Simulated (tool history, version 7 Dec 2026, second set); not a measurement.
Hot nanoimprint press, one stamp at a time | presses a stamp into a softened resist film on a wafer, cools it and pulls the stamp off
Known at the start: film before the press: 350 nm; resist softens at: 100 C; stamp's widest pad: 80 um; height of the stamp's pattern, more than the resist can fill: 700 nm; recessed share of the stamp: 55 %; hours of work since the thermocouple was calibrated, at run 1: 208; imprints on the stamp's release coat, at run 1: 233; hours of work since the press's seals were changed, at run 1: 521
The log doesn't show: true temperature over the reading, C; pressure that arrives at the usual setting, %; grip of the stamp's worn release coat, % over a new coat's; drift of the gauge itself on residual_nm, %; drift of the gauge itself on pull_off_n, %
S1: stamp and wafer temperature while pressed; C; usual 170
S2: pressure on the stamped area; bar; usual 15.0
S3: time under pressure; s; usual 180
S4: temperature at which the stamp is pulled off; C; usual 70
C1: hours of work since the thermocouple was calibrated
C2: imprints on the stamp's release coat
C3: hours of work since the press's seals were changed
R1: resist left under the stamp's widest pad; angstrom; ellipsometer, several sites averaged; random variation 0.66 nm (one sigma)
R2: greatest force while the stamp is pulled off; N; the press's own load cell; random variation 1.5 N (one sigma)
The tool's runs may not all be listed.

{"run": 1, "day": 0.0, "S1": 170, "S2": 15.0, "S3": 180, "S4": 70, "C1": 208, "C2": 233, "C3": 521, "R1": 1506, "R2": 198}
{"run": 2, "day": 0.525, "S1": 170, "S2": 15.0, "S3": 180, "S4": 70, "C1": 217, "C2": 288, "C3": 531, "R1": 1498, "R2": 193}
{"run": 3, "day": 1.062, "S1": 170, "S2": 15.0, "S3": 180, "S4": 70, "C1": 227, "C2": 343, "C3": 541, "R1": 1491, "R2": 194}
{"run": 4, "day": 2.071, "S1": 160, "S2": 15.0, "S3": 180, "S4": 70, "C1": 246, "C2": 447, "C3": 560, "R1": 2131, "R2": 198}
{"run": 5, "day": 2.608, "S1": 170, "S2": 12.0, "S3": 180, "S4": 70, "C1": 256, "C2": 503, "C3": 570, "R1": 1639, "R2": 194}
{"run": 6, "day": 3.054, "S1": 170, "S2": 15.0, "S3": 180, "S4": 66, "C1": 264, "C2": 549, "C3": 578, "R1": 1508, "R2": 207}
{"run": 7, "day": 3.621, "S1": 170, "S2": 15.0, "S3": 180, "S4": 66, "C1": 274, "C2": 608, "C3": 588, "R1": 1506, "R2": 208}
{"run": 8, "day": 4.225, "S1": 170, "S2": 15.0, "S3": 180, "S4": 77, "C1": 286, "C2": 670, "C3": 599, "R1": 1486, "R2": 173}
{"run": 9, "day": 5.096, "S1": 170, "S2": 15.0, "S3": 166, "S4": 70, "C1": 302, "C2": 760, "C3": 616, "R1": 1554, "R2": 192}
{"run": 10, "day": 6.125, "S1": 170, "S2": 15.0, "S3": 166, "S4": 70, "C1": 321, "C2": 867, "C3": 635, "R1": 1548, "R2": 190}
{"run": 11, "day": 6.846, "S1": 170, "S2": 15.0, "S3": 166, "S4": 76, "C1": 334, "C2": 941, "C3": 648, "R1": 1577, "R2": 175}
{"run": 12, "day": 7.346, "S1": 170, "S2": 19.2, "S3": 180, "S4": 70, "C1": 343, "C2": 993, "C3": 657, "R1": 1366, "R2": 193}
{"run": 13, "day": 8.346, "S1": 170, "S2": 15.0, "S3": 180, "S4": 70, "C1": 362, "C2": 1097, "C3": 676, "R1": 1519, "R2": 196}
{"day": 9.008, "done": "stamp cleaned and given a new release coat"}
{"run": 14, "day": 9.362, "S1": 170, "S2": 15.0, "S3": 260, "S4": 70, "C1": 376, "C2": 37, "C3": 690, "R1": 1298, "R2": 191}
{"run": 15, "day": 10.083, "S1": 170, "S2": 15.0, "S3": 260, "S4": 70, "C1": 389, "C2": 112, "C3": 703, "R1": 1301, "R2": 191}
{"run": 16, "day": 10.567, "S1": 163, "S2": 11.3, "S3": 260, "S4": 65, "C1": 398, "C2": 161, "C3": 712, "R1": 1903, "R2": 208}
{"run": 17, "day": 11.592, "S1": 163, "S2": 11.3, "S3": 260, "S4": 65, "C1": 417, "C2": 268, "C3": 731, "R1": 1907, "R2": 208}
{"run": 18, "day": 12.467, "S1": 163, "S2": 11.3, "S3": 260, "S4": 65, "C1": 433, "C2": 358, "C3": 747, "R1": 1901, "R2": 210}
{"day": 12.621, "done": "gauge calibrated"}
{"run": 19, "day": 13.204, "S1": 163, "S2": 11.3, "S3": 260, "S4": 65, "C1": 447, "C2": 435, "C3": 761, "R1": 1866, "R2": 210}
{"run": 20, "day": 14.125, "S1": 168, "S2": 11.3, "S3": 260, "S4": 75, "C1": 464, "C2": 530, "C3": 778, "R1": 1548, "R2": 181}
{"day": 14.871, "done": "press's hydraulic seals changed and the load cell set to zero"}
{"run": 21, "day": 15.071, "S1": 167, "S2": 22.5, "S3": 180, "S4": 70, "C1": 475, "C2": 593, "C3": 4, "R1": 1405, "R2": 193}
{"run": 22, "day": 15.5, "S1": 167, "S2": 22.5, "S3": 180, "S4": 70, "C1": 483, "C2": 638, "C3": 12, "R1": 1422, "R2": 193}

Forecast run 23:
{"run": 23, "day": 16.125, "S1": 175, "S2": 17.0, "S3": 159, "S4": 70, "C1": 495, "C2": 702, "C3": 23, "R1": "?", "R2": "?"}

Run 23 gave R1 1250 angstrom, R2 195 N.
Without the tool's hidden state the same run would have given R1 1245 angstrom, R2 194 N.
